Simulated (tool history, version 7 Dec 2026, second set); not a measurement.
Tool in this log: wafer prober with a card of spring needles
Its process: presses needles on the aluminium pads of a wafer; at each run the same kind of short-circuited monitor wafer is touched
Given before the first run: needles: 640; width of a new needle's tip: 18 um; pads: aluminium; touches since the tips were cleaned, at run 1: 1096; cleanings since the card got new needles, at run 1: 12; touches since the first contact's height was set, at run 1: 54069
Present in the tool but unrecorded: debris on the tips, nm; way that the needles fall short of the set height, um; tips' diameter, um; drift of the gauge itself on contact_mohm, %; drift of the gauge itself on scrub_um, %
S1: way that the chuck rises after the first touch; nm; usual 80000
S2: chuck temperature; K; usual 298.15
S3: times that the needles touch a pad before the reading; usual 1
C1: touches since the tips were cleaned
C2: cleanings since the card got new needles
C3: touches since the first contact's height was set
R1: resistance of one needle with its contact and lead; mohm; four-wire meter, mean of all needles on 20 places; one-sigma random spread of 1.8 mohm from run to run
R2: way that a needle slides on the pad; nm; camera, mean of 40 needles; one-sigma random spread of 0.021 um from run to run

{"run": 1, "hour": 0.0, "S1": 80000, "S2": 298.15, "S3": 1, "C1": 1096, "C2": 12, "C3": 54069, "R1": 206, "R2": 19780}
{"hour": 7.7, "done": "tips cleaned on abrasive film"}
{"hour": 18.2, "done": "tips cleaned on abrasive film"}
{"hour": 28.1, "done": "tips cleaned on abrasive film"}
{"run": 2, "hour": 28.1, "S1": 80000, "S2": 298.15, "S3": 1, "C1": 0, "C2": 15, "C3": 64995, "R1": 188, "R2": 19720}
{"hour": 38.2, "done": "tips cleaned on abrasive film"}
{"hour": 42.5, "done": "height of the first contact set anew"}
{"run": 3, "hour": 42.7, "S1": 80000, "S2": 298.15, "S3": 1, "C1": 1650, "C2": 16, "C3": 81, "R1": 212, "R2": 20130}
{"hour": 49.2, "done": "tips cleaned on abrasive film"}
{"hour": 60.3, "done": "tips cleaned on abrasive film"}
{"hour": 71.5, "done": "tips cleaned on abrasive film"}
{"run": 4, "hour": 76.1, "S1": 80000, "S2": 305.15, "S3": 1, "C1": 1809, "C2": 19, "C3": 13115, "R1": 218, "R2": 20010}
{"hour": 82.7, "done": "tips cleaned on abrasive film"}
{"hour": 94.0, "done": "tips cleaned on abrasive film"}
{"run": 5, "hour": 95.6, "S1": 80000, "S2": 298.15, "S3": 1, "C1": 616, "C2": 21, "C3": 20697, "R1": 203, "R2": 20030}
{"hour": 104.9, "done": "tips cleaned on abrasive film"}
{"hour": 115.4, "done": "tips cleaned on abrasive film"}
{"run": 6, "hour": 115.4, "S1": 80000, "S2": 298.15, "S3": 1, "C1": 0, "C2": 23, "C3": 28422, "R1": 190, "R2": 19930}
{"hour": 125.4, "done": "tips cleaned on abrasive film"}
{"hour": 136.7, "done": "tips cleaned on abrasive film"}
{"run": 7, "hour": 141.2, "S1": 80000, "S2": 344.15, "S3": 1, "C1": 1766, "C2": 25, "C3": 38517, "R1": 219, "R2": 19870}
{"hour": 147.7, "done": "tips cleaned on abrasive film"}
{"hour": 159.0, "done": "tips cleaned on abrasive film"}
{"run": 8, "hour": 162.6, "S1": 80000, "S2": 344.15, "S3": 1, "C1": 1414, "C2": 27, "C3": 46856, "R1": 223, "R2": 19850}
{"hour": 169.1, "done": "tips cleaned on abrasive film"}
{"hour": 180.4, "done": "tips cleaned on abrasive film"}
{"hour": 190.3, "done": "tips cleaned on abrasive film"}
{"run": 9, "hour": 190.3, "S1": 81000, "S2": 362.15, "S3": 2, "C1": 0, "C2": 30, "C3": 57639, "R1": 196, "R2": 20000}
{"hour": 200.8, "done": "tips cleaned on abrasive film"}
{"hour": 211.5, "done": "tips cleaned on abrasive film"}
{"run": 10, "hour": 220.0, "S1": 80000, "S2": 337.15, "S3": 1, "C1": 3353, "C2": 32, "C3": 69262, "R1": 244, "R2": 19650}
{"hour": 222.4, "done": "tips cleaned on abrasive film"}
{"hour": 225.2, "done": "height of the first contact set anew"}
{"hour": 234.1, "done": "tips cleaned on abrasive film"}
{"run": 11, "hour": 234.9, "S1": 91000, "S2": 319.15, "S3": 2, "C1": 302, "C2": 34, "C3": 3777, "R1": 194, "R2": 22900}
{"hour": 245.5, "done": "tips cleaned on abrasive film"}
{"hour": 257.6, "done": "tips cleaned on abrasive film"}
{"run": 12, "hour": 266.5, "S1": 83000, "S2": 386.15, "S3": 1, "C1": 3499, "C2": 36, "C3": 16164, "R1": 248, "R2": 20750}
{"hour": 269.1, "done": "tips cleaned on abrasive film"}
{"hour": 279.8, "done": "tips cleaned on abrasive film"}
{"run": 13, "hour": 282.1, "S1": 83000, "S2": 386.15, "S3": 1, "C1": 928, "C2": 38, "C3": 22226, "R1": 222, "R2": 20730}
{"hour": 291.1, "done": "tips cleaned on abrasive film"}
{"hour": 302.8, "done": "tips cleaned on abrasive film"}
{"run": 14, "hour": 303.7, "S1": 83000, "S2": 386.15, "S3": 1, "C1": 349, "C2": 40, "C3": 30644, "R1": 208, "R2": 20670}
{"hour": 314.4, "done": "tips cleaned on abrasive film"}
{"hour": 325.8, "done": "tips cleaned on abrasive film"}
{"run": 15, "hour": 332.0, "S1": 83000, "S2": 386.15, "S3": 1, "C1": 2450, "C2": 42, "C3": 41711, "R1": 238, "R2": 20650}

Branching from run 15: 5 alternative next runs. What would each branch give?
{"hour": 335.7, "done": "tips cleaned on abrasive film"}
{"hour": 346.8, "done": "tips cleaned on abrasive film"}
{"hour": 357.9, "done": "tips cleaned on abrasive film"}
{"run": "A", "hour": 362.9, "S1": 78000, "S2": 307.15, "S3": 1, "C1": 1978, "C2": 45, "C3": 53740, "R1": "?", "R2": "?"}
{"hour": 335.7, "done": "tips cleaned on abrasive film"}
{"hour": 346.8, "done": "tips cleaned on abrasive film"}
{"hour": 357.9, "done": "tips cleaned on abrasive film"}
{"run": "B", "hour": 362.9, "S1": 62000, "S2": 313.15, "S3": 2, "C1": 1978, "C2": 45, "C3": 53740, "R1": "?", "R2": "?"}
{"hour": 335.7, "done": "tips cleaned on abrasive film"}
{"hour": 346.8, "done": "tips cleaned on abrasive film"}
{"hour": 357.9, "done": "tips cleaned on abrasive film"}
{"run": "C", "hour": 362.9, "S1": 73000, "S2": 333.15, "S3": 1, "C1": 1978, "C2": 45, "C3": 53740, "R1": "?", "R2": "?"}
{"hour": 335.7, "done": "tips cleaned on abrasive film"}
{"hour": 346.8, "done": "tips cleaned on abrasive film"}
{"hour": 357.9, "done": "tips cleaned on abrasive film"}
{"run": "D", "hour": 362.9, "S1": 87000, "S2": 298.15, "S3": 2, "C1": 1978, "C2": 45, "C3": 53740, "R1": "?", "R2": "?"}
{"hour": 335.7, "done": "tips cleaned on abrasive film"}
{"hour": 346.8, "done": "tips cleaned on abrasive film"}
{"hour": 357.9, "done": "tips cleaned on abrasive film"}
{"run": "E", "hour": 362.9, "S1": 74000, "S2": 298.15, "S3": 1, "C1": 1978, "C2": 45, "C3": 53740, "R1": "?", "R2": "?"}

run=A R1=226 R2=19290
run=B R1=225 R2=15250
run=C R1=235 R2=18030
run=D R1=204 R2=21470
run=E R1=228 R2=18300
Take away the tool's hidden state, keep each run's random variation, and the runs would have read:
run=A R1=185 R2=19620
run=B R1=188 R2=15580
run=C R1=191 R2=18360
run=D R1=183 R2=21810
run=E R1=183 R2=18640
